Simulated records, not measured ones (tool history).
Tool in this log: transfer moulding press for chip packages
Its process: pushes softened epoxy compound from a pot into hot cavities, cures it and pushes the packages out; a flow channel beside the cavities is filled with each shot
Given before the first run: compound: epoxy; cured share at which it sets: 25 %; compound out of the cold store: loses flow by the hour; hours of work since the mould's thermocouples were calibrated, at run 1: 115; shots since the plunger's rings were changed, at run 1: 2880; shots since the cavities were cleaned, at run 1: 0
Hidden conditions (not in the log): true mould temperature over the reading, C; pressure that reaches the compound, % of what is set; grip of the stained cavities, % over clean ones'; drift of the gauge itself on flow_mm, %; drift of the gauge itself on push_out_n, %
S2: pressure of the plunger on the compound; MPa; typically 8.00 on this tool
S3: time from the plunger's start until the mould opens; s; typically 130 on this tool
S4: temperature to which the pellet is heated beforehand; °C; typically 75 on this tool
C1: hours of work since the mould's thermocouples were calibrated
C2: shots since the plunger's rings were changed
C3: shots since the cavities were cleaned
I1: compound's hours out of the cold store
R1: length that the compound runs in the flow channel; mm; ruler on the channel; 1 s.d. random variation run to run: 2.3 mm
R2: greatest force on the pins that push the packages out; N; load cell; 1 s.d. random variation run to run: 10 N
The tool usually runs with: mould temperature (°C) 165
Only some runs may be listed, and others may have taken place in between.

{"run": 1, "hour": 0.0, "mould temperature (°C)": 165, "S2": 8.0, "S3": 130, "S4": 75, "C1": 115, "C2": 2880, "C3": 0, "I1": 9.6, "R1": 902, "R2": 468}
{"run": 2, "hour": 16.2, "mould temperature (°C)": 165, "S2": 8.0, "S3": 130, "S4": 75, "C1": 125, "C2": 3021, "C3": 141, "I1": 45.7, "R1": 795, "R2": 637}
{"run": 3, "hour": 27.3, "mould temperature (°C)": 165, "S2": 8.0, "S3": 130, "S4": 75, "C1": 132, "C2": 3118, "C3": 238, "I1": 47.2, "R1": 790, "R2": 739}
{"run": 4, "hour": 47.4, "mould temperature (°C)": 165, "S2": 8.0, "S3": 130, "S4": 76, "C1": 144, "C2": 3294, "C3": 414, "I1": 13.2, "R1": 892, "R2": 869}
{"run": 5, "hour": 60.7, "mould temperature (°C)": 165, "S2": 8.0, "S3": 130, "S4": 76, "C1": 153, "C2": 3410, "C3": 530, "I1": 23.0, "R1": 859, "R2": 935}
{"hour": 73.7, "done": "cavities cleaned with cleaning compound and waxed"}
{"run": 6, "hour": 85.2, "mould temperature (°C)": 165, "S2": 8.0, "S3": 120, "S4": 76, "C1": 167, "C2": 3612, "C3": 101, "I1": 14.6, "R1": 883, "R2": 676}
{"run": 7, "hour": 103.7, "mould temperature (°C)": 165, "S2": 7.61, "S3": 130, "S4": 75, "C1": 179, "C2": 3773, "C3": 262, "I1": 10.1, "R1": 879, "R2": 760}
{"run": 8, "hour": 121.6, "mould temperature (°C)": 165, "S2": 8.0, "S3": 170, "S4": 75, "C1": 190, "C2": 3930, "C3": 419, "I1": 39.0, "R1": 809, "R2": 765}
{"run": 9, "hour": 143.1, "mould temperature (°C)": 165, "S2": 8.0, "S3": 170, "S4": 75, "C1": 204, "C2": 4118, "C3": 607, "I1": 13.2, "R1": 884, "R2": 827}
{"hour": 147.9, "done": "cavities cleaned with cleaning compound and waxed"}
{"run": 10, "hour": 162.6, "mould temperature (°C)": 165, "S2": 8.0, "S3": 170, "S4": 82, "C1": 215, "C2": 4276, "C3": 129, "I1": 29.8, "R1": 835, "R2": 571}
{"run": 11, "hour": 183.3, "mould temperature (°C)": 165, "S2": 8.0, "S3": 131, "S4": 75, "C1": 228, "C2": 4457, "C3": 310, "I1": 34.8, "R1": 817, "R2": 776}
{"run": 12, "hour": 206.3, "mould temperature (°C)": 165, "S2": 8.0, "S3": 131, "S4": 75, "C1": 242, "C2": 4658, "C3": 511, "I1": 37.8, "R1": 814, "R2": 894}
{"hour": 221.1, "done": "cavities cleaned with cleaning compound and waxed"}
{"run": 13, "hour": 221.9, "mould temperature (°C)": 165, "S2": 8.0, "S3": 131, "S4": 75, "C1": 251, "C2": 4780, "C3": 7, "I1": 36.9, "R1": 809, "R2": 484}
{"run": 14, "hour": 243.1, "mould temperature (°C)": 168, "S2": 8.0, "S3": 130, "S4": 75, "C1": 265, "C2": 4966, "C3": 193, "I1": 29.7, "R1": 821, "R2": 667}
{"run": 15, "hour": 254.6, "mould temperature (°C)": 168, "S2": 8.0, "S3": 130, "S4": 71, "C1": 272, "C2": 5067, "C3": 294, "I1": 27.0, "R1": 828, "R2": 712}
{"run": 16, "hour": 272.7, "mould temperature (°C)": 160, "S2": 8.0, "S3": 130, "S4": 75, "C1": 283, "C2": 5225, "C3": 452, "I1": 25.3, "R1": 854, "R2": 1088}
{"hour": 295.4, "done": "cavities cleaned with cleaning compound and waxed"}
{"run": 17, "hour": 297.9, "mould temperature (°C)": 170, "S2": 8.55, "S3": 118, "S4": 65, "C1": 298, "C2": 5432, "C3": 22, "I1": 18.6, "R1": 873, "R2": 468}
{"run": 18, "hour": 309.7, "mould temperature (°C)": 170, "S2": 8.55, "S3": 118, "S4": 66, "C1": 305, "C2": 5536, "C3": 126, "I1": 38.0, "R1": 815, "R2": 595}
{"run": 19, "hour": 323.5, "mould temperature (°C)": 165, "S2": 8.0, "S3": 130, "S4": 84, "C1": 314, "C2": 5656, "C3": 246, "I1": 12.3, "R1": 877, "R2": 755}
{"run": 20, "hour": 343.3, "mould temperature (°C)": 165, "S2": 8.0, "S3": 130, "S4": 70, "C1": 327, "C2": 5829, "C3": 419, "I1": 31.2, "R1": 821, "R2": 836}
{"run": 21, "hour": 356.2, "mould temperature (°C)": 168, "S2": 8.0, "S3": 130, "S4": 75, "C1": 335, "C2": 5942, "C3": 532, "I1": 34.8, "R1": 800, "R2": 858}
{"hour": 369.0, "done": "cavities cleaned with cleaning compound and waxed"}
{"run": 22, "hour": 370.2, "mould temperature (°C)": 171, "S2": 8.0, "S3": 119, "S4": 75, "C1": 342, "C2": 6051, "C3": 10, "I1": 24.9, "R1": 816, "R2": 446}
{"run": 23, "hour": 387.5, "mould temperature (°C)": 173, "S2": 8.98, "S3": 158, "S4": 75, "C1": 353, "C2": 6202, "C3": 161, "I1": 34.1, "R1": 837, "R2": 573}
{"run": 24, "hour": 402.9, "mould temperature (°C)": 173, "S2": 6.07, "S3": 158, "S4": 75, "C1": 363, "C2": 6337, "C3": 296, "I1": 45.8, "R1": 657, "R2": 686}

Forecast run 25:
{"run": 25, "hour": 426.9, "mould temperature (°C)": 172, "S2": 6.07, "S3": 158, "S4": 75, "C1": 378, "C2": 6547, "C3": 506, "I1": 24.6, "R1": "?", "R2": "?"}

{"run 25": {"R1": 709, "R2": 801}}
With the hidden condition absent and the run-to-run variation left alone, this run would have shown R1 746 mm, R2 408 N.
